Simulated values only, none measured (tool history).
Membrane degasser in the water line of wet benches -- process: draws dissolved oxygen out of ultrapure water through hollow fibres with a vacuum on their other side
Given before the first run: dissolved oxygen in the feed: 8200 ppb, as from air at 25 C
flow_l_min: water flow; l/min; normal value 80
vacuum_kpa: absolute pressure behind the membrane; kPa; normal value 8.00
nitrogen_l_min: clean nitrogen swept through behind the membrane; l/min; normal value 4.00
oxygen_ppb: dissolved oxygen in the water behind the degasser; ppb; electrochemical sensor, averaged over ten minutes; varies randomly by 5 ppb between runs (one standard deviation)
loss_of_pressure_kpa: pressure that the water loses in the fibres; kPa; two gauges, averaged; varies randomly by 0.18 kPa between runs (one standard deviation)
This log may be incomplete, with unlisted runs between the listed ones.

| run | hour | flow_l_min | vacuum_kpa | nitrogen_l_min | oxygen_ppb | loss_of_pressure_kpa |
|---|---|---|---|---|---|---|
| 1 | 0.0 | 80 | 8.00 | 4.00 | 496.6 | 33.79 |
| 2 | 64.0 | 80 | 8.00 | 4.00 | 493.2 | 33.54 |
| 3 | 142.5 | 80 | 8.00 | 4.00 | 485.3 | 34.01 |
| 4 | 223.4 | 80 | 8.00 | 4.00 | 503.6 | 33.89 |
| 5 | 262.3 | 80 | 8.00 | 4.00 | 496.4 | 33.90 |
| 6 | 332.6 | 80 | 8.00 | 5.80 | 440.5 | 33.63 |
| 7 | 386.8 | 80 | 8.00 | 4.00 | 488.9 | 33.71 |
| 8 | 425.2 | 80 | 8.00 | 4.00 | 502.5 | 33.30 |
|  | 506.2 | vacuum gauge calibrated |
| 9 | 515.4 | 80 | 8.00 | 4.00 | 500.2 | 33.51 |
| 10 | 557.1 | 80 | 8.00 | 3.73 | 508.5 | 33.71 |
| 11 | 607.9 | 80 | 8.00 | 6.21 | 435.8 | 33.65 |
| 12 | 677.7 | 66 | 8.00 | 6.21 | 307.3 | 27.86 |
| 13 | 767.3 | 80 | 8.00 | 9.98 | 392.5 | 33.69 |
| 14 | 837.4 | 80 | 8.00 | 9.98 | 385.1 | 33.72 |
| 15 | 893.8 | 68 | 8.00 | 4.00 | 373.3 | 28.67 |
| 16 | 962.5 | 68 | 8.00 | 4.00 | 380.0 | 28.52 |
| 17 | 1030.0 | 68 | 14.42 | 9.96 | 384.1 | 28.38 |
| 18 | 1104.1 | 52 | 8.00 | 10.46 | 161.9 | 21.98 |
| 19 | 1143.8 | 52 | 8.00 | 10.46 | 161.6 | 21.80 |
| 20 | 1226.2 | 80 | 8.00 | 9.31 | 395.5 | 33.57 |
| 21 | 1304.2 | 91 | 8.94 | 6.50 | 550.5 | 38.51 |
| 22 | 1390.7 | 91 | 8.94 | 6.50 | 557.9 | 38.34 |
| 23 | 1468.7 | 107 | 5.62 | 3.83 | 662.1 | 44.81 |
| 24 | 1552.4 | 59 | 8.47 | 11.91 | 211.5 | 24.83 |
| 25 | 1599.7 | 80 | 12.50 | 4.00 | 676.4 | 33.57 |
| 26 | 1645.9 | 80 | 12.50 | 4.00 | 682.5 | 33.75 |
| 27 | 1725.6 | 80 | 12.50 | 4.00 | 671.0 | 34.03 |
| 28 | 1807.0 | 80 | 4.93 | 2.47 | 411.8 | 33.83 |
| 29 | 1877.6 | 53 | 5.65 | 4.00 | 183.2 | 22.34 |
| 30 | 1925.5 | 54 | 7.19 | 9.77 | 167.0 | 22.55 |
| 31 | 1965.6 | 54 | 7.19 | 9.77 | 167.0 | 22.49 |
| 32 | 2059.3 | 65 | 19.63 | 4.00 | 728.1 | 27.32 |

Alternative continuations, all from the tool just after run 32; predict every row:
| A | 2145.8 | 65 | 19.63 | 4.34 | ? | ? |
| B | 2145.8 | 116 | 17.55 | 3.69 | ? | ? |
| C | 2145.8 | 80 | 13.45 | 4.15 | ? | ? |
| D | 2145.8 | 84 | 19.63 | 2.35 | ? | ? |

| run | oxygen_ppb | loss_of_pressure_kpa |
|---|---|---|
| A | 705.6 | 27.54 |
| B | 1349.5 | 48.67 |
| C | 700.0 | 33.70 |
| D | 1317.0 | 35.50 |
Take away the tool's hidden state, keep each run's random variation, and the runs would have read:
| run | oxygen_ppb | loss_of_pressure_kpa |
|---|---|---|
| A | 705.1 | 27.52 |
| B | 1348.7 | 48.65 |
| C | 699.4 | 33.69 |
| D | 1316.4 | 35.49 |
